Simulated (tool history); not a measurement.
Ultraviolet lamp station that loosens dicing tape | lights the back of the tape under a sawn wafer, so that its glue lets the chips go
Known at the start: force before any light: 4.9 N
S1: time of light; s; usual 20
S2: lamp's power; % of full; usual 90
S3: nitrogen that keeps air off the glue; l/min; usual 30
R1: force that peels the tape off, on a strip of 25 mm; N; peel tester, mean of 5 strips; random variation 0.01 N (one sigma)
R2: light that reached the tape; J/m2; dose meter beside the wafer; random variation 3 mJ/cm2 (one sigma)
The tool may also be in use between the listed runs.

run	hour	S1	S2	S3	R1	R2
1	0.0	20	90	30	0.597	3760
2	6.6	20	69	30	0.913	2890
# hour 13.2: window cleaned of glue's vapour
3	13.6	20	69	30	0.728	3270
4	20.6	20	69	30	0.740	3300
5	31.9	20	90	30	0.463	4230
6	41.0	20	90	30	0.497	4200
7	46.4	24	90	30	0.362	5040
8	51.9	24	90	30	0.360	5090
9	62.1	22	90	30	0.419	4570
10	67.0	22	90	30	0.414	4570
11	73.4	22	90	30	0.429	4640
12	80.5	22	80	30	0.517	4040
13	86.6	20	90	30	0.485	4160
14	97.2	20	90	30	0.501	4120
15	105.3	11	90	30	1.192	2300
16	116.9	32	86	23	0.297	6290
17	122.1	20	68	23	0.879	3070
18	128.1	18	72	15	1.230	2920
19	138.1	13	70	21	1.634	2020
20	144.7	13	70	21	1.645	2010
21	149.6	25	61	30	0.686	3420
22	156.2	25	61	11	1.150	3440
23	164.2	25	61	11	1.177	3400
24	171.5	25	61	11	1.177	3410
25	178.5	25	61	11	1.109	3430
26	190.1	25	69	11	0.993	3800
27	196.8	25	69	11	0.996	3780
28	203.9	25	69	11	1.025	3740
29	215.4	20	67	30	0.845	2940

3 ways to go on from here, each from the tool as it stands after run 29. What would each give?
A	223.7	20	72	30	?	?
B	223.7	20	74	30	?	?
C	223.7	20	76	30	?	?

run	R1	R2
A	0.767	3140
B	0.749	3210
C	0.749	3240
Without the tool's hidden state the same runs would have given:
run	R1	R2
A	0.621	3580
B	0.604	3670
C	0.604	3700
